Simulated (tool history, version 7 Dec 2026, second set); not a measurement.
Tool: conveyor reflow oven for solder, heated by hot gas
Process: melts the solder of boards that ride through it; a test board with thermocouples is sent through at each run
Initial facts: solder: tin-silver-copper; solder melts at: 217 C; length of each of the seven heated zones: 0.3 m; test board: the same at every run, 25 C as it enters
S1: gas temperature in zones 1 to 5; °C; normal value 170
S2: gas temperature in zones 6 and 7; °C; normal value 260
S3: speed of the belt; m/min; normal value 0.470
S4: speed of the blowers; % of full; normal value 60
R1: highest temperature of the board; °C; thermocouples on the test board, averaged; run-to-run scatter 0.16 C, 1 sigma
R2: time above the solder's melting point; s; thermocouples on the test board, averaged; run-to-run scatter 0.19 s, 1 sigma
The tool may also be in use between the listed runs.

{"run": 1, "hour": 0.0, "S1": 170, "S2": 260, "S3": 0.47, "S4": 60, "R1": 238.9, "R2": 42.9}
{"run": 2, "hour": 22.8, "S1": 170, "S2": 260, "S3": 0.47, "S4": 78, "R1": 242.6, "R2": 47.8}
{"run": 3, "hour": 47.2, "S1": 170, "S2": 260, "S3": 0.47, "S4": 75, "R1": 241.6, "R2": 46.9}
{"run": 4, "hour": 90.1, "S1": 170, "S2": 260, "S3": 0.47, "S4": 75, "R1": 241.9, "R2": 46.9}
{"run": 5, "hour": 137.4, "S1": 170, "S2": 260, "S3": 0.47, "S4": 75, "R1": 241.8, "R2": 46.7}
{"run": 6, "hour": 173.0, "S1": 170, "S2": 260, "S3": 0.475, "S4": 60, "R1": 238.2, "R2": 41.2}
{"run": 7, "hour": 193.5, "S1": 170, "S2": 269, "S3": 0.47, "S4": 60, "R1": 246.0, "R2": 49.4}
{"run": 8, "hour": 234.0, "S1": 170, "S2": 269, "S3": 0.47, "S4": 60, "R1": 245.8, "R2": 49.6}
{"run": 9, "hour": 275.9, "S1": 170, "S2": 269, "S3": 0.47, "S4": 60, "R1": 245.7, "R2": 49.4}
{"hour": 304.6, "done": "flux residue cleaned out of gas plates and filters"}
{"run": 10, "hour": 312.3, "S1": 170, "S2": 269, "S3": 0.47, "S4": 60, "R1": 244.7, "R2": 47.9}
{"run": 11, "hour": 351.9, "S1": 170, "S2": 269, "S3": 0.47, "S4": 60, "R1": 244.6, "R2": 47.9}
{"run": 12, "hour": 384.6, "S1": 177, "S2": 260, "S3": 0.47, "S4": 60, "R1": 239.2, "R2": 44.8}
{"run": 13, "hour": 420.5, "S1": 177, "S2": 260, "S3": 0.47, "S4": 60, "R1": 238.6, "R2": 44.3}
{"run": 14, "hour": 463.4, "S1": 177, "S2": 260, "S3": 0.47, "S4": 60, "R1": 238.5, "R2": 44.3}
{"hour": 480.0, "done": "flux residue cleaned out of gas plates and filters, once more"}
{"run": 15, "hour": 493.4, "S1": 177, "S2": 260, "S3": 0.47, "S4": 60, "R1": 241.1, "R2": 47.9}
{"run": 16, "hour": 531.0, "S1": 177, "S2": 260, "S3": 0.47, "S4": 60, "R1": 240.9, "R2": 47.8}
{"run": 17, "hour": 566.1, "S1": 165, "S2": 255, "S3": 0.415, "S4": 73, "R1": 240.7, "R2": 51.6}
{"run": 18, "hour": 592.0, "S1": 185, "S2": 264, "S3": 0.47, "S4": 60, "R1": 245.9, "R2": 56.0}
{"run": 19, "hour": 633.8, "S1": 185, "S2": 264, "S3": 0.47, "S4": 60, "R1": 246.0, "R2": 55.7}
{"run": 20, "hour": 657.5, "S1": 177, "S2": 262, "S3": 0.386, "S4": 65, "R1": 249.2, "R2": 69.8}
{"run": 21, "hour": 695.5, "S1": 161, "S2": 262, "S3": 0.386, "S4": 65, "R1": 246.7, "R2": 60.7}
{"run": 22, "hour": 722.1, "S1": 170, "S2": 265, "S3": 0.47, "S4": 70, "R1": 245.4, "R2": 49.6}
{"run": 23, "hour": 766.3, "S1": 183, "S2": 257, "S3": 0.393, "S4": 61, "R1": 244.7, "R2": 66.6}
{"run": 24, "hour": 811.6, "S1": 159, "S2": 260, "S3": 0.47, "S4": 60, "R1": 236.1, "R2": 36.0}
{"hour": 844.5, "done": "flux residue cleaned out of gas plates and filters"}
{"run": 25, "hour": 857.2, "S1": 179, "S2": 274, "S3": 0.481, "S4": 85, "R1": 257.1, "R2": 60.9}
{"run": 26, "hour": 884.7, "S1": 179, "S2": 274, "S3": 0.481, "S4": 85, "R1": 257.2, "R2": 60.7}
{"run": 27, "hour": 929.3, "S1": 156, "S2": 252, "S3": 0.503, "S4": 84, "R1": 232.0, "R2": 29.0}
{"run": 28, "hour": 969.1, "S1": 156, "S2": 252, "S3": 0.424, "S4": 84, "R1": 238.1, "R2": 44.1}
{"run": 29, "hour": 991.7, "S1": 165, "S2": 266, "S3": 0.44, "S4": 81, "R1": 249.7, "R2": 56.8}
{"run": 30, "hour": 1038.2, "S1": 170, "S2": 260, "S3": 0.396, "S4": 51, "R1": 242.7, "R2": 57.4}
{"run": 31, "hour": 1059.2, "S1": 170, "S2": 260, "S3": 0.396, "S4": 51, "R1": 243.0, "R2": 57.3}

Branching from run 31: 3 alternative next runs. What would each branch give?
{"hour": 1097.7, "done": "belt drive overhauled, speed set with a stopwatch"}
{"run": "A", "hour": 1097.9, "S1": 161, "S2": 274, "S3": 0.467, "S4": 51, "R1": "?", "R2": "?"}
{"hour": 1097.7, "done": "belt drive overhauled, speed set with a stopwatch"}
{"run": "B", "hour": 1097.9, "S1": 170, "S2": 260, "S3": 0.468, "S4": 60, "R1": "?", "R2": "?"}
{"hour": 1097.7, "done": "belt drive overhauled, speed set with a stopwatch"}
{"run": "C", "hour": 1097.9, "S1": 170, "S2": 260, "S3": 0.456, "S4": 60, "R1": "?", "R2": "?"}

run=A R1=245.6 R2=45.2
run=B R1=238.9 R2=41.9
run=C R1=239.9 R2=44.4
Without the tool's hidden state the same runs would have given:
run=A R1=246.5 R2=46.3
run=B R1=239.7 R2=43.1
run=C R1=240.7 R2=45.6
